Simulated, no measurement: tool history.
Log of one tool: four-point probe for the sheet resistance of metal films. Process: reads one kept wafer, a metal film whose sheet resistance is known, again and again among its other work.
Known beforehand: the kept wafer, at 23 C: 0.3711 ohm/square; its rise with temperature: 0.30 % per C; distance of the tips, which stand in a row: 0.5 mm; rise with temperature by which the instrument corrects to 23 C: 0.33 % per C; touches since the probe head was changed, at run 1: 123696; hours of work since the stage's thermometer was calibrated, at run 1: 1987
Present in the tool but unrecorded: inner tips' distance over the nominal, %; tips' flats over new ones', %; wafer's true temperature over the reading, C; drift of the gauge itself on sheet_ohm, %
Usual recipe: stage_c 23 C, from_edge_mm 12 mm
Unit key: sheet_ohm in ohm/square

run,hour,stage_c,from_edge_mm,touches since the probe head was changed,hours of work since the stage's thermometer was calibrated,sheet_ohm
1,0.0,23,12,123696,1987,0.367552
2,35.0,18,12,125561,2011,0.368215
3,75.8,18,12,127734,2040,0.368029
4,123.1,23,12,130249,2072,0.367404
5,166.7,23,12,132572,2102,0.367163
6,212.4,23,12,135004,2134,0.367221
7,260.4,23,12,137561,2167,0.367268
8,315.6,23,12,140503,2205,0.367225
9,367.9,23,12,143285,2241,0.367202
10,395.6,23,12,144762,2261,0.367059
11,451.3,23,12,147725,2299,0.367108
12,511.1,23,27,150911,2340,0.366717
13,571.5,23,6,154126,2382,0.367929
14,604.1,23,7,155861,2405,0.367677
15,638.2,23,7,157679,2428,0.367500
16,665.4,23,7,159126,2447,0.367505
17,722.2,23,12,162147,2486,0.366747
18,779.3,23,12,165190,2526,0.366759
# hour 824.0: stage's thermometer calibrated
19,836.6,23,59,168216,9,0.365397
20,873.9,23,12,170203,35,0.365798
21,900.2,19,12,171601,53,0.366205
22,948.4,19,13,174167,86,0.366129
23,1001.9,23,12,177018,123,0.365627
24,1028.4,23,12,178426,141,0.365635
25,1069.4,22,8,180611,170,0.366111
26,1128.2,22,3,183740,210,0.370727
27,1171.3,22,19,186036,240,0.365308
28,1217.7,22,19,188506,272,0.365259
29,1261.5,20,12,190840,302,0.365681
30,1290.0,22,12,192358,322,0.365419
31,1333.3,22,12,194659,352,0.365502
32,1360.3,34,37,196100,371,0.363665
33,1411.5,20,6,198824,406,0.366623
34,1442.5,20,6,200474,427,0.366719
35,1471.9,20,6,202043,448,0.366418
36,1508.5,20,6,203990,473,0.366536
37,1554.1,33,43,206416,505,0.363693
38,1586.9,23,7,208165,527,0.365623
39,1637.3,34,65,210849,562,0.363606
40,1686.6,34,65,213471,596,0.363307
41,1722.4,33,44,215378,621,0.363339
42,1757.1,21,14,217228,645,0.364940
43,1789.6,21,14,218958,667,0.364959
44,1817.1,28,9,220422,686,0.364539
45,1867.3,28,9,223093,721,0.364338
46,1923.7,26,55,226096,760,0.364184

3 ways to go on from here, each from the tool as it stands after run 46. What would each give?
A,1961.9,24,15,228129,786,?
B,1961.9,33,6,228129,786,?
C,1961.9,30,7,228129,786,?

run,sheet_ohm
A,0.364429
B,0.364602
C,0.364458
Take away the tool's hidden state, keep each run's random variation, and the runs would have read:
run,sheet_ohm
A,0.371209
B,0.371394
C,0.371245
